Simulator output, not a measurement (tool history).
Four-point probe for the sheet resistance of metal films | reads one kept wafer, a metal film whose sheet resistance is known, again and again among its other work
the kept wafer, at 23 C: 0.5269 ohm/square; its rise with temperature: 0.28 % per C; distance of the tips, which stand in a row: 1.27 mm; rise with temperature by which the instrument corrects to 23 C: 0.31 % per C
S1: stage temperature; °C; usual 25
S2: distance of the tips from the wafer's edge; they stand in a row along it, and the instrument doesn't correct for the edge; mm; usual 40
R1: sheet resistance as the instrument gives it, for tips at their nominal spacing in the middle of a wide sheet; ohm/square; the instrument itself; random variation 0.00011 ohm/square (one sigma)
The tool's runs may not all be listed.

Run 1, hour 0.0: usual settings. Result: R1 0.528835 ohm/square.
Run 2, hour 15.8: usual settings. Result: R1 0.529060 ohm/square.
Run 3, hour 47.6: usual settings. Result: R1 0.528967 ohm/square.
Run 4, hour 73.8: usual settings. Result: R1 0.529265 ohm/square.
Run 5, hour 94.3: usual settings. Result: R1 0.529241 ohm/square.
Run 6, hour 115.0: usual settings. Result: R1 0.529062 ohm/square.
Run 7, hour 134.3: usual settings but S1 20 °C. Result: R1 0.530018 ohm/square.
Run 8, hour 166.9: usual settings but S1 20 °C. Result: R1 0.529931 ohm/square.
Run 9, hour 193.6: usual settings but S1 20 °C. Result: R1 0.529895 ohm/square.
Run 10, hour 212.8: usual settings but S2 32 mm. Result: R1 0.529611 ohm/square.
Run 11, hour 240.6: usual settings but S2 32 mm. Result: R1 0.529677 ohm/square.
Run 12, hour 262.9: usual settings but S2 32 mm. Result: R1 0.529770 ohm/square.
Run 13, hour 286.3: usual settings but S2 14 mm. Result: R1 0.531853 ohm/square.
Run 14, hour 316.8: usual settings but S1 29 °C, S2 27 mm. Result: R1 0.529399 ohm/square.
At hour 349.1: new probe head fitted.
Run 15, hour 351.9: usual settings but S1 29 °C, S2 70 mm. Result: R1 0.526590 ohm/square.
Run 16, hour 382.8: usual settings but S1 29 °C, S2 70 mm. Result: R1 0.526440 ohm/square.
Run 17, hour 400.9: usual settings but S1 32 °C, S2 64 mm. Result: R1 0.526289 ohm/square.
Run 18, hour 428.1: usual settings but S1 32 °C, S2 64 mm. Result: R1 0.526459 ohm/square.
Run 19, hour 446.1: usual settings but S1 31 °C, S2 17 mm. Result: R1 0.527918 ohm/square.
Run 20, hour 477.3: usual settings but S1 28 °C, S2 9 mm. Result: R1 0.532352 ohm/square.
Run 21, hour 513.5: usual settings but S2 15 mm. Result: R1 0.529368 ohm/square.
Run 22, hour 530.7: usual settings but S2 22 mm. Result: R1 0.528142 ohm/square.
Run 23, hour 548.5: usual settings but S1 33 °C. Result: R1 0.526750 ohm/square.

Forecast each of these 4 alternatives for the next run:
Run A, hour 576.7: usual settings but S1 29 °C, S2 48 mm. Result: R1 ?.
Run B, hour 576.7: usual settings but S1 26 °C, S2 34 mm. Result: R1 ?.
Run C, hour 576.7: usual settings but S1 26 °C, S2 4 mm. Result: R1 ?.
Run D, hour 576.7: usual settings but S1 22 °C, S2 50 mm. Result: R1 ?.

run        R1
  A  0.527100
  B  0.527702
  C  0.554269
  D  0.527919
Without the tool's hidden state the same runs would have given:
run        R1
  A  0.526355
  B  0.526960
  C  0.553495
  D  0.527182
